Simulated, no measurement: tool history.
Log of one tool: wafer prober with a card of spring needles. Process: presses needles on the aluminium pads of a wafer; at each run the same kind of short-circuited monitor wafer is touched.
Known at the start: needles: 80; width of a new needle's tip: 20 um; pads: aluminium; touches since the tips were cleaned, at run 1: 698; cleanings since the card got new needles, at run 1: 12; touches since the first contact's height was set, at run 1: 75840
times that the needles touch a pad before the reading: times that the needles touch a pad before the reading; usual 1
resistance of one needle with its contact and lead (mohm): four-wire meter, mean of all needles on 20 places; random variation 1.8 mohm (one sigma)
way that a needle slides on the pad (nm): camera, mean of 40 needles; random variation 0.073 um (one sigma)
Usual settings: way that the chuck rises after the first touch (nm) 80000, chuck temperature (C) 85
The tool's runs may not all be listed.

run	hour	way that the chuck rises after the first touch (nm)	chuck temperature (C)	times that the needles touch a pad before the reading	touches since the tips were cleaned	cleanings since the card got new needles	touches since the first contact's height was set	resistance of one needle with its contact and lead (mohm)	way that a needle slides on the pad (nm)
1	0.0	80000	85	1	698	12	75840	199	17390
2	5.0	80000	115	1	2307	12	77449	215	17350
3	11.5	80000	115	1	4369	12	79511	220	17320
# hour 15.1: tips cleaned on abrasive film
4	20.8	80000	115	1	1798	13	82461	215	17350
5	28.6	73000	85	1	4304	13	84967	228	15660
# hour 32.5: tips cleaned on abrasive film
6	37.4	73000	85	1	1553	14	87761	206	15780
7	42.0	73000	85	1	3033	14	89241	222	15740
8	46.9	73000	85	1	4590	14	90798	228	15740
# hour 49.6: tips cleaned on abrasive film
9	53.8	73000	85	1	1372	15	93003	208	15850
10	60.5	80000	85	2	3508	15	95139	206	17380
# hour 66.8: tips cleaned on abrasive film
11	69.3	80000	85	2	797	16	97917	194	17260
12	77.0	80000	85	2	3269	16	100389	205	17270
13	81.8	80000	85	2	4798	16	101918	208	17280
# hour 84.1: tips cleaned on abrasive film
14	87.4	80000	68	2	1058	17	103694	192	17150
15	96.3	80000	68	2	3901	17	106537	204	17330
# hour 101.6: tips cleaned on abrasive film
16	102.9	88000	25	3	430	18	108635	176	18960

5 ways to go on from here, each from the tool as it stands after run 16. What would each give?
A	113.6	80000	65	1	3873	18	112078	?	?
B	113.6	86000	65	3	3873	18	112078	?	?
C	113.6	88000	57	3	3873	18	112078	?	?
D	113.6	68000	50	2	3873	18	112078	?	?
E	113.6	88000	115	3	3873	18	112078	?	?

run	resistance of one needle with its contact and lead (mohm)	way that a needle slides on the pad (nm)
A	212	17180
B	194	18630
C	197	19000
D	213	14590
E	206	18870
Without the tool's hidden state the same runs would have given:
run	resistance of one needle with its contact and lead (mohm)	way that a needle slides on the pad (nm)
A	183	17640
B	184	19100
C	187	19460
D	188	15050
E	197	19330

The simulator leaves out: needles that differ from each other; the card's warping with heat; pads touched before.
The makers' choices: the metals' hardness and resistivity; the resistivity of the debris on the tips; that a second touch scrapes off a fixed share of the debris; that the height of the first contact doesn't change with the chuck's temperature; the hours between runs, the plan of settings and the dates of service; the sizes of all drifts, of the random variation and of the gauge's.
